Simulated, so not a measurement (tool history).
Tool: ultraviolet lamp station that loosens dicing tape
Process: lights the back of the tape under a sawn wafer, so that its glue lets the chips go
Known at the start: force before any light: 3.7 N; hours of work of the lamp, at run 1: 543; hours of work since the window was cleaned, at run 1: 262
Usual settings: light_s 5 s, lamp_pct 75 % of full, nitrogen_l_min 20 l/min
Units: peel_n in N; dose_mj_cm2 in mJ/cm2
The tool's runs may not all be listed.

run	day	light_s	lamp_pct	nitrogen_l_min	hours of work of the lamp	hours of work since the window was cleaned	peel_n	dose_mj_cm2
1	0.000	5	75	20	543	262	0.297	144
2	2.862	5	75	20	589	308	0.306	142
3	4.450	5	63	20	615	333	0.416	117
4	6.167	5	79	20	642	361	0.302	141
# day 7.417: window cleaned of glue's vapour
5	8.871	5	79	20	686	23	0.306	137
6	11.950	5	79	20	735	73	0.359	127
# day 12.279: window cleaned of glue's vapour, once more
7	13.383	5	79	20	758	18	0.292	147
8	15.471	6	61	34	792	51	0.279	133
9	16.888	9	60	23	814	74	0.207	192
10	18.312	2	94	20	837	97	1.021	67
# day 20.525: lamp changed
11	20.833	6	72	12	5	137	0.230	209
12	22.646	5	98	20	34	166	0.178	235
13	24.550	5	65	8	65	197	0.449	154
14	27.479	3	96	8	112	244	0.554	136

Hidden state at the last listed run before each entry between runs and at the first one after, where it differs:
Between runs 4 and 5: window cleaned of glue's vapour (day 7.417)
  lamp's light, % of a new lamp's: 77.1 -> 75.4; light that the window lets through, % of a clean one's: 92.7 -> 89.2
  measured less the result without the state, peel_n: +0.100 -> +0.120 N; dose_mj_cm2: -57 -> -65 mJ/cm2
Between runs 6 and 7: window cleaned of glue's vapour, once more (day 12.279)
  lamp's light, % of a new lamp's: 73.6 -> 72.7; light that the window lets through, % of a clean one's: 88.2 -> 99.3
  measured less the result without the state, peel_n: +0.149 -> +0.094 N; dose_mj_cm2: -70 -> -56 mJ/cm2
Between runs 10 and 11: lamp changed (day 20.525)
  lamp's light, % of a new lamp's: 69.8 -> 99.1; light that the window lets through, % of a clean one's: 97.6 -> 96.8
  measured less the result without the state, peel_n: +0.421 -> +0.010 N; dose_mj_cm2: -31 -> -9 mJ/cm2

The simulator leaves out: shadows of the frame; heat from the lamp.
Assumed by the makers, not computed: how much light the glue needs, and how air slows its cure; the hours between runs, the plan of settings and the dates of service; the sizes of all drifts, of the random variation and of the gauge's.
